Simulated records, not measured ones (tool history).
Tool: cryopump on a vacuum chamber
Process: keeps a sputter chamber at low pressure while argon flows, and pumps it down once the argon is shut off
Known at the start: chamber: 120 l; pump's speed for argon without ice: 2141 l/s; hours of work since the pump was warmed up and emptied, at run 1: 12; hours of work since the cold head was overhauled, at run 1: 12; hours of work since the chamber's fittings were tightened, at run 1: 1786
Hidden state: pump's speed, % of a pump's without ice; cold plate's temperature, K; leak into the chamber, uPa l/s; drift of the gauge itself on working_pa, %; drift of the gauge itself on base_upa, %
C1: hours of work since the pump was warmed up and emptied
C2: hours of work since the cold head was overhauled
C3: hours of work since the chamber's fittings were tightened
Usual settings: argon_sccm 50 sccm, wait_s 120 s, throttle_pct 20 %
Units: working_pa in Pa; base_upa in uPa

Run 1, hour 0.0: usual settings; C1 12; C2 12; C3 1786. Result: working_pa 0.1970 Pa, base_upa 1.06 uPa.
Run 2, hour 39.3: usual settings; C1 43; C2 43; C3 1817. Result: working_pa 0.1979 Pa, base_upa 1.00 uPa.
Run 3, hour 69.6: usual settings; C1 67; C2 67; C3 1841. Result: working_pa 0.1984 Pa, base_upa 1.02 uPa.
Run 4, hour 98.0: usual settings but argon_sccm 47 sccm; C1 89; C2 89; C3 1864. Result: working_pa 0.1872 Pa, base_upa 1.01 uPa.
Run 5, hour 140.5: usual settings but argon_sccm 47 sccm; C1 123; C2 123; C3 1898. Result: working_pa 0.1867 Pa, base_upa 1.07 uPa.
Run 6, hour 187.4: usual settings but argon_sccm 47 sccm; C1 160; C2 160; C3 1935. Result: working_pa 0.1883 Pa, base_upa 1.05 uPa.
Run 7, hour 238.1: usual settings but argon_sccm 92 sccm; C1 201; C2 201; C3 1975. Result: working_pa 0.3689 Pa, base_upa 1.07 uPa.
Run 8, hour 278.2: usual settings but argon_sccm 92 sccm, wait_s 48 s; C1 232; C2 232; C3 2007. Result: working_pa 0.3714 Pa, base_upa 1.65 uPa.
Run 9, hour 317.1: usual settings but argon_sccm 92 sccm, wait_s 48 s; C1 263; C2 263; C3 2038. Result: working_pa 0.3703 Pa, base_upa 1.64 uPa.
Run 10, hour 359.8: usual settings but argon_sccm 92 sccm, wait_s 48 s; C1 297; C2 297; C3 2072. Result: working_pa 0.3709 Pa, base_upa 1.74 uPa.
Run 11, hour 385.4: usual settings but argon_sccm 92 sccm, wait_s 48 s; C1 317; C2 317; C3 2092. Result: working_pa 0.3710 Pa, base_upa 1.72 uPa.
Run 12, hour 431.0: usual settings but argon_sccm 92 sccm, wait_s 48 s; C1 354; C2 354; C3 2128. Result: working_pa 0.3718 Pa, base_upa 1.75 uPa.
Run 13, hour 478.7: usual settings but argon_sccm 92 sccm, wait_s 48 s; C1 392; C2 392; C3 2166. Result: working_pa 0.3747 Pa, base_upa 1.77 uPa.
At hour 506.9: pump warmed up, emptied and cooled again.
Run 14, hour 519.3: usual settings but argon_sccm 55 sccm; C1 10; C2 420; C3 2194. Result: working_pa 0.2178 Pa, base_upa 1.11 uPa.
Run 15, hour 557.3: usual settings; C1 40; C2 450; C3 2224. Result: working_pa 0.1986 Pa, base_upa 1.13 uPa.
Run 16, hour 591.3: usual settings; C1 67; C2 477; C3 2251. Result: working_pa 0.1978 Pa, base_upa 1.18 uPa.
Run 17, hour 628.8: usual settings; C1 97; C2 507; C3 2281. Result: working_pa 0.1988 Pa, base_upa 1.11 uPa.
Run 18, hour 684.2: usual settings but argon_sccm 37 sccm, throttle_pct 31 %; C1 141; C2 551; C3 2325. Result: working_pa 0.0951 Pa, base_upa 1.16 uPa.
At hour 727.3: leaking fittings of the chamber tightened, without venting.
Run 19, hour 731.9: usual settings but argon_sccm 21 sccm, wait_s 79 s, throttle_pct 16 %; C1 177; C2 587; C3 4. Result: working_pa 0.1051 Pa, base_upa 0.75 uPa.
Run 20, hour 780.3: usual settings but argon_sccm 21 sccm, wait_s 79 s, throttle_pct 16 %; C1 215; C2 625; C3 42. Result: working_pa 0.1050 Pa, base_upa 0.73 uPa.
Run 21, hour 823.2: usual settings but argon_sccm 65 sccm, wait_s 38 s, throttle_pct 16 %; C1 249; C2 659; C3 76. Result: working_pa 0.3245 Pa, base_upa 1.33 uPa.
Run 22, hour 869.4: usual settings but argon_sccm 65 sccm, wait_s 38 s, throttle_pct 16 %; C1 286; C2 696; C3 113. Result: working_pa 0.3264 Pa, base_upa 1.38 uPa.
Run 23, hour 918.6: usual settings but argon_sccm 99 sccm, wait_s 156 s, throttle_pct 25 %; C1 325; C2 735; C3 152. Result: working_pa 0.3229 Pa, base_upa 0.53 uPa.
Run 24, hour 960.1: usual settings but argon_sccm 99 sccm, wait_s 156 s, throttle_pct 25 %; C1 358; C2 768; C3 185. Result: working_pa 0.3248 Pa, base_upa 0.52 uPa.
Run 25, hour 1011.8: usual settings but argon_sccm 99 sccm, wait_s 156 s, throttle_pct 25 %; C1 399; C2 809; C3 226. Result: working_pa 0.3252 Pa, base_upa 0.53 uPa.
At hour 1031.6: pump warmed up, emptied and cooled again.
Run 26, hour 1066.1: usual settings but argon_sccm 99 sccm, wait_s 216 s, throttle_pct 25 %; C1 27; C2 848; C3 265. Result: working_pa 0.3148 Pa, base_upa 0.42 uPa.
Run 27, hour 1092.0: usual settings but argon_sccm 27 sccm, wait_s 44 s, throttle_pct 18 %; C1 48; C2 869; C3 285. Result: working_pa 0.1197 Pa, base_upa 1.23 uPa.
Run 28, hour 1141.8: usual settings but argon_sccm 25 sccm, wait_s 115 s; C1 87; C2 908; C3 325. Result: working_pa 0.1001 Pa, base_upa 0.68 uPa.
Run 29, hour 1168.2: usual settings but argon_sccm 31 sccm, wait_s 63 s, throttle_pct 40 %; C1 108; C2 929; C3 346. Result: working_pa 0.0628 Pa, base_upa 0.99 uPa.
Run 30, hour 1200.3: usual settings but argon_sccm 32 sccm, throttle_pct 31 %; C1 134; C2 955; C3 371. Result: working_pa 0.0835 Pa, base_upa 0.65 uPa.
Run 31, hour 1250.1: usual settings but wait_s 93 s; C1 173; C2 994; C3 411. Result: working_pa 0.2004 Pa, base_upa 0.82 uPa.
Run 32, hour 1274.9: usual settings but wait_s 280 s; C1 193; C2 1014; C3 431. Result: working_pa 0.1998 Pa, base_upa 0.42 uPa.
Run 33, hour 1298.1: usual settings but wait_s 280 s; C1 211; C2 1032; C3 449. Result: working_pa 0.2012 Pa, base_upa 0.47 uPa.

3 ways to go on from here, each from the tool as it stands after run 33. What would each give?
Run A, hour 1340.9: usual settings but argon_sccm 63 sccm, wait_s 280 s, throttle_pct 34 %; C1 245; C2 1066; C3 483. Result: working_pa ?, base_upa ?.
Run B, hour 1340.9: usual settings but argon_sccm 55 sccm, wait_s 41 s, throttle_pct 17 %; C1 245; C2 1066; C3 483. Result: working_pa ?, base_upa ?.
Run C, hour 1340.9: usual settings but argon_sccm 23 sccm, wait_s 110 s, throttle_pct 44 %; C1 245; C2 1066; C3 483. Result: working_pa ?, base_upa ?.

run  working_pa  base_upa
  A      0.1517      0.47
  B      0.2596      1.41
  C      0.0435      0.71
Without the tool's hidden state the same runs would have given:
run  working_pa  base_upa
  A      0.1463      0.27
  B      0.2548      1.21
  C      0.0415      0.52

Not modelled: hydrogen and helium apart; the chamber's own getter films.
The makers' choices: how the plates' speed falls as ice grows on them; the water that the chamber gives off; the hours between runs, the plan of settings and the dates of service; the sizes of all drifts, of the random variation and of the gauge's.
